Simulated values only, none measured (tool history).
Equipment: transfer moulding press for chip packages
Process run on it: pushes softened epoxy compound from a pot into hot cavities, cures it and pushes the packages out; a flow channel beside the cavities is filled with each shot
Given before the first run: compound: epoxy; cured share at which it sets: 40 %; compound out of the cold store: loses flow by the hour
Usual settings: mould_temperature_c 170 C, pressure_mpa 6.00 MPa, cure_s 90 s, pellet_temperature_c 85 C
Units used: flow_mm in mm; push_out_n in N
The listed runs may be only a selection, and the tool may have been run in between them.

run   hour  mould_temperature_c  pressure_mpa  cure_s  pellet_temperature_c  incoming compound's hours out of the cold store  flow_mm  push_out_n
  1    0.0                  170          6.00      90                    85                                             27.0      903         245
  2   10.4                  170          6.00      90                    85                                             30.7      888         268
  3   27.2                  170          6.00     121                    85                                             23.8      904         272
  4   37.4                  170          6.00     121                    85                                             36.3      868         285
      43.4  -- plunger's sealing rings changed
      53.5  -- cavities cleaned with cleaning compound and waxed
  5   55.0                  170          6.00     121                    85                                             14.2      957         197
  6   74.6                  173          6.00      86                    85                                             31.4      890         252
  7   84.4                  170          6.00      90                    78                                             25.6      913         269
  8   98.1                  170          6.00      90                    78                                             47.6      853         289
  9  111.4                  170          5.25      90                    82                                             31.0      837         302
     120.1  -- cavities cleaned with cleaning compound and waxed
 10  130.2                  170          5.25      90                    82                                             14.3      886         236

3 options for the next run, each taken on its own from the tool as it stands now. Forecast them:
     141.9  -- mould's thermocouples calibrated
  A  147.7                  172          6.00      90                    91                                             36.9        ?           ?
     141.9  -- mould's thermocouples calibrated
  B  147.7                  176          6.00      75                    81                                             32.6        ?           ?
     141.9  -- mould's thermocouples calibrated
  C  147.7                  171          5.25      81                    82                                             31.3        ?           ?

run  flow_mm  push_out_n
  A      870         246
  B      865         265
  C      831         274
With the hidden condition removed and each run's random variation left untouched, the same runs would have given:
run  flow_mm  push_out_n
  A      887         189
  B      882         204
  C      848         212
